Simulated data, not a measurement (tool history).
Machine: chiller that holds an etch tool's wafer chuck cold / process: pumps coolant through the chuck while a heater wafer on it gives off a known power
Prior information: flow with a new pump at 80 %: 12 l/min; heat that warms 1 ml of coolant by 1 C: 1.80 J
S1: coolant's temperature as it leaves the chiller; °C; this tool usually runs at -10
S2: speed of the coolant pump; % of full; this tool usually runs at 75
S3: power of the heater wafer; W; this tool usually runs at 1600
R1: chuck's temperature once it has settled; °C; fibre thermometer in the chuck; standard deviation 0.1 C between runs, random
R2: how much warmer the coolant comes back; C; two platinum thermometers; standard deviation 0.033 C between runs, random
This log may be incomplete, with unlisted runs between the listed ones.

run    hour   S1  S2    S3    R1    R2
  1     0.0  -10  75  1600   2.7  4.92
  2    24.2  -15  75  1600  -2.4  4.94
  3    62.7  -10  75  1600   2.8  4.94
  4    89.7  -10  86  1600   1.6  4.26
  5   112.4  -10  86  1600   1.7  4.27
      122.0  -- chiller's thermometer calibrated
  6   153.7  -10  86  1600   1.6  4.27
  7   189.4  -10  86  1600   1.7  4.27
  8   237.8  -10  86  1600   1.5  4.26
  9   286.3   -2  75  1600  10.7  4.95
 10   319.2   -2  75  1600  10.7  4.98
 11   355.5  -10  75  1228  -0.4  3.85
 12   403.1  -10  75  1228  -0.3  3.82
 13   449.8  -10  75  1228  -0.3  3.79
 14   475.5  -10  72  1600   3.0  5.23
 15   509.8  -10  72  1600   3.1  5.24
 16   536.1  -10  72  1600   3.2  5.24
 17   583.2  -10  72  1600   3.1  5.26
 18   632.2  -13  75  1369  -2.0  4.33
 19   674.9   -7  91  1600   4.4  4.13
 20   721.2   -4  84  2101  11.9  5.85
 21   741.5   -4  84  2101  11.9  5.90
 22   788.4  -18  62  1600  -3.5  6.15
 23   813.7   -9  73   838  -2.1  2.70
 24   851.6  -18  75  1600  -5.1  5.06
 25   878.1  -18  75  1600  -4.9  5.03
 26   908.5   -3  94  1336   6.5  3.27
 27   931.3   -3  94  1262   6.1  3.23
 28   957.6   -3  71  2307  16.7  7.79
 29   986.8   -3  63  2307  17.9  8.72
 30  1015.9  -10  78   898  -2.7  2.79
 31  1052.9  -10  78   898  -2.7  2.74

5 ways to go on from here, each from the tool as it stands after run 31. What would each give?
  A  1081.5  -10  78  1045   ?   ?
  B  1081.5   -4  78  1001   ?   ?
  C  1081.5   -9  85  1822   ?   ?
  D  1081.5  -11  93  1600   ?   ?
  E  1081.5  -16  75  1810   ?   ?

run    R1    R2
  A  -1.5  3.21
  B   4.1  3.06
  C   5.0  5.12
  D   0.7  4.09
  E  -1.1  5.72
Stripped of hidden state, with their random variation kept, the same runs would have yielded:
run    R1    R2
  A  -2.7  2.99
  B   3.0  2.85
  C   3.1  4.78
  D  -0.9  3.81
  E  -3.1  5.32
